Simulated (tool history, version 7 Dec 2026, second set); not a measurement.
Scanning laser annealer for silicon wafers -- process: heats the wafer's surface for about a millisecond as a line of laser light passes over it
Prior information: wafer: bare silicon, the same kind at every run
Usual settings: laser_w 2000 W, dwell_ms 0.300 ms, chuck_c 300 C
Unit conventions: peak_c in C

{"run": 1, "hour": 0.0, "laser_w": 2000, "dwell_ms": 0.3, "chuck_c": 300, "peak_c": 1039}
{"run": 2, "hour": 25.4, "laser_w": 2000, "dwell_ms": 0.3, "chuck_c": 299, "peak_c": 1038}
{"run": 3, "hour": 41.5, "laser_w": 2059, "dwell_ms": 0.3, "chuck_c": 300, "peak_c": 1061}
{"run": 4, "hour": 65.0, "laser_w": 2059, "dwell_ms": 0.3, "chuck_c": 300, "peak_c": 1060}
{"run": 5, "hour": 81.3, "laser_w": 2063, "dwell_ms": 0.3, "chuck_c": 300, "peak_c": 1059}
{"run": 6, "hour": 108.7, "laser_w": 2063, "dwell_ms": 0.3, "chuck_c": 300, "peak_c": 1057}
{"run": 7, "hour": 125.4, "laser_w": 2063, "dwell_ms": 0.3, "chuck_c": 300, "peak_c": 1058}
{"run": 8, "hour": 163.8, "laser_w": 1886, "dwell_ms": 0.296, "chuck_c": 290, "peak_c": 971}
{"run": 9, "hour": 180.3, "laser_w": 1886, "dwell_ms": 0.296, "chuck_c": 290, "peak_c": 976}
{"run": 10, "hour": 197.5, "laser_w": 1754, "dwell_ms": 0.3, "chuck_c": 309, "peak_c": 946}
{"run": 11, "hour": 232.7, "laser_w": 1754, "dwell_ms": 0.3, "chuck_c": 309, "peak_c": 944}

Alternative continuations, all from the tool just after run 11; predict every row:
{"run": "A", "hour": 259.2, "laser_w": 2137, "dwell_ms": 0.226, "chuck_c": 289, "peak_c": "?"}
{"run": "B", "hour": 259.2, "laser_w": 2100, "dwell_ms": 0.216, "chuck_c": 278, "peak_c": "?"}
{"run": "C", "hour": 259.2, "laser_w": 2054, "dwell_ms": 0.3, "chuck_c": 300, "peak_c": "?"}
{"run": "D", "hour": 259.2, "laser_w": 2000, "dwell_ms": 0.304, "chuck_c": 261, "peak_c": "?"}
{"run": "E", "hour": 259.2, "laser_w": 2000, "dwell_ms": 0.242, "chuck_c": 297, "peak_c": "?"}

run=A peak_c=954
run=B peak_c=916
run=C peak_c=1049
run=D peak_c=995
run=E peak_c=948
Take away the tool's hidden state, keep each run's random variation, and the runs would have read:
run=A peak_c=978
run=B peak_c=939
run=C peak_c=1076
run=D peak_c=1022
run=E peak_c=972
